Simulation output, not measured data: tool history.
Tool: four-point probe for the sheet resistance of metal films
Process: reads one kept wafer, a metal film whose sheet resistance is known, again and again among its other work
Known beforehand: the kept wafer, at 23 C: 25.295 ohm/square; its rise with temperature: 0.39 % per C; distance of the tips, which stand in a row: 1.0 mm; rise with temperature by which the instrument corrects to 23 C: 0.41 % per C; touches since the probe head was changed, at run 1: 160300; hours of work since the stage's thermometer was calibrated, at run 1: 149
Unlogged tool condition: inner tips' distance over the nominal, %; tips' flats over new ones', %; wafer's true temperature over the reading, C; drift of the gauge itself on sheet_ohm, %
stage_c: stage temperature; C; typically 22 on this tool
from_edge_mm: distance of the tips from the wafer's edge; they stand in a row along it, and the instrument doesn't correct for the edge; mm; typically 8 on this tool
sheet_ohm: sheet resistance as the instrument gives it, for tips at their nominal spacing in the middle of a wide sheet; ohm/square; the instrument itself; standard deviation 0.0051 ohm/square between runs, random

run      day  stage_c  from_edge_mm  touches since the probe head was changed  hours of work since the stage's thermometer was calibrated  sheet_ohm
  1    0.000       22             8                                    160300                                                         149  25.872663
  2    1.529       22             8                                    162066                                                         170  25.880617
  3    4.129       24             8                                    165067                                                         208  25.878831
  4    7.171       24             8                                    168576                                                         251  25.881870
  5    9.662       22            13                                    171449                                                         287  25.761644
  6   12.417       22            13                                    174630                                                         326  25.771261
  7   15.079       22            13                                    177701                                                         364  25.770061
  8   17.229       22            13                                    180179                                                         395  25.787993
      19.733  -- new probe head fitted
  9   20.796       22            13                                      1225                                                         445  25.397889
 10   22.354       22             8                                      3023                                                         467  25.535758
 11   25.404       22             8                                      6547                                                         511  25.539881
 12   27.867       22             8                                      9384                                                         546  25.548442
 13   29.508       22             8                                     11278                                                         569  25.570872
 14   31.242       22             8                                     13279                                                         594  25.568610
 15   34.908       22             4                                     17511                                                         647  26.177593
 16   38.588       22             4                                     21756                                                         699  26.196040
 17   40.375       22             4                                     23821                                                         725  26.196851
 18   42.175       22             4                                     25896                                                         750  26.205782
 19   45.196       22             8                                     29381                                                         794  25.593898
 20   48.596       22             8                                     33307                                                         842  25.612640
 21   51.888       31             8                                     37103                                                         889  25.566822
 22   54.671       31             8                                     40316                                                         929  25.569235
 23   56.612       31             8                                     42556                                                         957  25.566880
 24   59.696       31             8                                     46116                                                        1001  25.588470
 25   63.342       31             8                                     50322                                                        1053  25.596103
 26   66.250       24            32                                     53679                                                        1094  25.433179
 27   68.946       34             7                                     56789                                                        1133  25.661068
 28   72.088       26             8                                     60415                                                        1178  25.635605
 29   75.717       18             4                                     64603                                                        1229  26.300215
 30   77.867       33            19                                     67081                                                        1260  25.439707
 31   81.254       31            65                                     70992                                                        1309  25.429954
 32   83.146       21            34                                     73173                                                        1336  25.477919
 33   85.392       24             5                                     75765                                                        1368  25.998425
 34   87.671       24             5                                     78397                                                        1400  26.003022
 35   90.229       24             5                                     81347                                                        1437  26.005527
 36   93.662       19            46                                     85310                                                        1486  25.513965
 37   95.325       22            46                                     87230                                                        1510  25.502186
 38   97.433       25            27                                     89660                                                        1540  25.511849
 39  100.512       25            27                                     93216                                                        1584  25.517565
 40  103.804       25            27                                     97011                                                        1631  25.523570
 41  106.846       23            65                                    100525                                                        1674  25.513962
 42  109.750       24            27                                    103875                                                        1716  25.532197
 43  111.821       31            38                                    106262                                                        1745  25.504669
 44  114.642       32            14                                    109518                                                        1785  25.562690

Each row is a separate what-if for the run after 44, all from the same tool condition, not one after another. Results?
  A  116.912       32             4                                    112141                                                        1818          ?
  B  116.912       20            64                                    112141                                                        1818          ?
  C  116.912       22            46                                    112141                                                        1818          ?
  D  116.912       26             6                                    112141                                                        1818          ?

run  sheet_ohm
  A  26.331545
  B  25.560842
  C  25.551378
  D  25.896548
Had the tool no hidden state, the same runs would have come out as:
run  sheet_ohm
  A  26.081816
  B  25.315938
  C  25.306906
  D  25.649677

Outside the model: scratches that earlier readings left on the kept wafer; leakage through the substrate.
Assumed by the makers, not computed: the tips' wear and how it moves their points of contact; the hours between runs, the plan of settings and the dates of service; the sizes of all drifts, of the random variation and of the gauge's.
